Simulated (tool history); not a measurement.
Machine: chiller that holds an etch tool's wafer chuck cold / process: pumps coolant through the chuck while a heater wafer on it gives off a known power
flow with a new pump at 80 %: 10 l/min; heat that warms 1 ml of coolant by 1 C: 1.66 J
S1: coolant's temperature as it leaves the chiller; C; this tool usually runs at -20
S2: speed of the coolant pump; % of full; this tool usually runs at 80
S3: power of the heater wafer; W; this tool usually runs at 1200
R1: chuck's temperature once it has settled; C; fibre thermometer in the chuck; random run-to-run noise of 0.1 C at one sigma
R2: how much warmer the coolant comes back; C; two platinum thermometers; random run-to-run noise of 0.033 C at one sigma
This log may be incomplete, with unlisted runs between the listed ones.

run 1 hour=0.0 | S1=-20 S2=80 S3=1200 | R1=-10.1 R2=4.38
run 2 hour=50.1 | S1=-20 S2=80 S3=1200 | R1=-10.0 R2=4.40
run 3 hour=84.0 | S1=-20 S2=80 S3=1200 | R1=-10.0 R2=4.34
run 4 hour=139.7 | S1=-20 S2=80 S3=854 | R1=-12.9 R2=3.06
run 5 hour=173.0 | S1=-20 S2=80 S3=1003 | R1=-11.6 R2=3.60
run 6 hour=220.6 | S1=-20 S2=80 S3=1785 | R1=-5.2 R2=6.42
run 7 hour=271.0 | S1=-20 S2=80 S3=1785 | R1=-5.2 R2=6.42
run 8 hour=305.2 | S1=-20 S2=80 S3=1785 | R1=-5.3 R2=6.41
run 9 hour=361.2 | S1=-20 S2=80 S3=1200 | R1=-10.0 R2=4.30
run 10 hour=416.2 | S1=-20 S2=80 S3=1200 | R1=-10.2 R2=4.33
run 11 hour=445.0 | S1=-20 S2=80 S3=1200 | R1=-10.0 R2=4.24
run 12 hour=479.2 | S1=-28 S2=80 S3=1200 | R1=-18.1 R2=4.23
run 13 hour=513.1 | S1=-29 S2=80 S3=1670 | R1=-15.1 R2=5.95
run 14 hour=557.8 | S1=-24 S2=82 S3=918 | R1=-16.4 R2=3.16
run 15 hour=609.8 | S1=-28 S2=81 S3=1299 | R1=-17.3 R2=4.51
run 16 hour=673.1 | S1=-17 S2=62 S3=1405 | R1=-3.2 R2=6.47
run 17 hour=725.2 | S1=-17 S2=62 S3=1405 | R1=-3.2 R2=6.51
run 18 hour=789.8 | S1=-28 S2=96 S3=1405 | R1=-17.5 R2=4.13
run 19 hour=827.4 | S1=-17 S2=96 S3=1405 | R1=-6.7 R2=4.15
run 20 hour=858.0 | S1=-17 S2=96 S3=1405 | R1=-6.7 R2=4.12
run 21 hour=887.4 | S1=-11 S2=84 S3=1277 | R1=-0.7 R2=4.29
run 22 hour=933.2 | S1=-11 S2=84 S3=1456 | R1=0.8 R2=4.89
run 23 hour=976.6 | S1=-20 S2=61 S3=625 | R1=-13.8 R2=2.85

Difference, measured minus no-hidden-state, one row per run. Run-to-run variation is common to both terms; the gauge's own scatter need not be:
The hidden state here: heat passed by the chuck's channels, % of clean ones'; flow at a given pump speed, % of a new pump's; coolant's true temperature over the reading, C; drift of the gauge itself on chuck_c, C; drift of the gauge itself on warmer_back_c, C.
run=1 R2=+0.00
run=2 R2=+0.00
run=3 R2=-0.01
run=4 R2=-0.02
run=5 R2=-0.02
run=6 R2=-0.03
run=7 R2=-0.04
run=8 R2=-0.04
run=9 R2=-0.05
run=10 R2=-0.06
run=11 R2=-0.06
run=12 R2=-0.07
run=13 R2=-0.07
run=14 R2=-0.08
run=15 R2=-0.08
run=16 R2=-0.09
run=17 R2=-0.10
run=18 R2=-0.10
run=19 R2=-0.11
run=20 R2=-0.12
run=21 R2=-0.12
run=22 R2=-0.13
run=23 R2=-0.14
R1: at most 0.1 C away from the measurement, every run.
